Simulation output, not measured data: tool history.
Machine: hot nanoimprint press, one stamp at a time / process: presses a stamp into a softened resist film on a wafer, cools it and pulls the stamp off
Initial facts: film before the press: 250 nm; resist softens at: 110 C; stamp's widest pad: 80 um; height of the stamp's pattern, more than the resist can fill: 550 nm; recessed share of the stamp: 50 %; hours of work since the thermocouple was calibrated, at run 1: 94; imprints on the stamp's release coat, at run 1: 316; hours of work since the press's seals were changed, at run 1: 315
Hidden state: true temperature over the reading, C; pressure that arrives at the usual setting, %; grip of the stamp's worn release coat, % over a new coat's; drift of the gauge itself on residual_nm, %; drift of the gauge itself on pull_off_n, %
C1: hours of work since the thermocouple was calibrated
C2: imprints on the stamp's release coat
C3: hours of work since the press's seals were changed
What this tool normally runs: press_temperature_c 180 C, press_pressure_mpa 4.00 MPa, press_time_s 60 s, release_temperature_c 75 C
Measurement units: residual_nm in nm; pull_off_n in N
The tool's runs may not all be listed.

{"run": 1, "hour": 0.0, "press_temperature_c": 180, "press_pressure_mpa": 4.0, "press_time_s": 60, "release_temperature_c": 75, "C1": 94, "C2": 316, "C3": 315, "residual_nm": 123.9, "pull_off_n": 232}
{"run": 2, "hour": 74.7, "press_temperature_c": 180, "press_pressure_mpa": 4.0, "press_time_s": 60, "release_temperature_c": 75, "C1": 141, "C2": 617, "C3": 362, "residual_nm": 123.5, "pull_off_n": 237}
{"run": 3, "hour": 148.8, "press_temperature_c": 180, "press_pressure_mpa": 4.0, "press_time_s": 60, "release_temperature_c": 75, "C1": 188, "C2": 916, "C3": 409, "residual_nm": 123.5, "pull_off_n": 253}
{"hour": 208.9, "done": "stamp cleaned and given a new release coat"}
{"run": 4, "hour": 211.5, "press_temperature_c": 180, "press_pressure_mpa": 4.0, "press_time_s": 60, "release_temperature_c": 75, "C1": 223, "C2": 11, "C3": 445, "residual_nm": 123.0, "pull_off_n": 221}
{"run": 5, "hour": 258.7, "press_temperature_c": 180, "press_pressure_mpa": 4.0, "press_time_s": 60, "release_temperature_c": 75, "C1": 253, "C2": 201, "C3": 474, "residual_nm": 122.8, "pull_off_n": 220}
{"run": 6, "hour": 318.3, "press_temperature_c": 180, "press_pressure_mpa": 4.0, "press_time_s": 60, "release_temperature_c": 75, "C1": 291, "C2": 441, "C3": 512, "residual_nm": 122.4, "pull_off_n": 233}
{"run": 7, "hour": 391.3, "press_temperature_c": 180, "press_pressure_mpa": 4.0, "press_time_s": 60, "release_temperature_c": 75, "C1": 337, "C2": 735, "C3": 558, "residual_nm": 122.1, "pull_off_n": 239}
{"run": 8, "hour": 424.4, "press_temperature_c": 192, "press_pressure_mpa": 4.0, "press_time_s": 43, "release_temperature_c": 75, "C1": 357, "C2": 868, "C3": 579, "residual_nm": 100.1, "pull_off_n": 250}
{"run": 9, "hour": 457.4, "press_temperature_c": 172, "press_pressure_mpa": 4.0, "press_time_s": 60, "release_temperature_c": 75, "C1": 378, "C2": 1002, "C3": 600, "residual_nm": 151.7, "pull_off_n": 250}
{"hour": 500.6, "done": "stamp cleaned and given a new release coat"}
{"run": 10, "hour": 528.4, "press_temperature_c": 189, "press_pressure_mpa": 5.31, "press_time_s": 31, "release_temperature_c": 73, "C1": 419, "C2": 113, "C3": 641, "residual_nm": 109.5, "pull_off_n": 234}
{"run": 11, "hour": 596.5, "press_temperature_c": 176, "press_pressure_mpa": 4.0, "press_time_s": 111, "release_temperature_c": 67, "C1": 462, "C2": 387, "C3": 684, "residual_nm": 107.7, "pull_off_n": 270}
{"run": 12, "hour": 646.9, "press_temperature_c": 179, "press_pressure_mpa": 5.82, "press_time_s": 36, "release_temperature_c": 71, "C1": 494, "C2": 590, "C3": 715, "residual_nm": 130.3, "pull_off_n": 259}

Branching from run 12: 4 alternative next runs. What would each branch give?
{"run": "A", "hour": 680.6, "press_temperature_c": 179, "press_pressure_mpa": 6.27, "press_time_s": 36, "release_temperature_c": 71, "C1": 515, "C2": 726, "C3": 737, "residual_nm": "?", "pull_off_n": "?"}
{"run": "B", "hour": 680.6, "press_temperature_c": 172, "press_pressure_mpa": 4.36, "press_time_s": 36, "release_temperature_c": 69, "C1": 515, "C2": 726, "C3": 737, "residual_nm": "?", "pull_off_n": "?"}
{"run": "C", "hour": 680.6, "press_temperature_c": 179, "press_pressure_mpa": 5.59, "press_time_s": 59, "release_temperature_c": 68, "C1": 515, "C2": 726, "C3": 737, "residual_nm": "?", "pull_off_n": "?"}
{"run": "D", "hour": 680.6, "press_temperature_c": 171, "press_pressure_mpa": 5.82, "press_time_s": 36, "release_temperature_c": 71, "C1": 515, "C2": 726, "C3": 737, "residual_nm": "?", "pull_off_n": "?"}

run=A residual_nm=126.8 pull_off_n=262
run=B residual_nm=170.0 pull_off_n=272
run=C residual_nm=110.0 pull_off_n=278
run=D residual_nm=160.5 pull_off_n=260
Stripped of hidden state, with their random variation kept, the same runs would have yielded:
run=A residual_nm=127.9 pull_off_n=243
run=B residual_nm=173.1 pull_off_n=252
run=C residual_nm=111.6 pull_off_n=257
run=D residual_nm=162.7 pull_off_n=241

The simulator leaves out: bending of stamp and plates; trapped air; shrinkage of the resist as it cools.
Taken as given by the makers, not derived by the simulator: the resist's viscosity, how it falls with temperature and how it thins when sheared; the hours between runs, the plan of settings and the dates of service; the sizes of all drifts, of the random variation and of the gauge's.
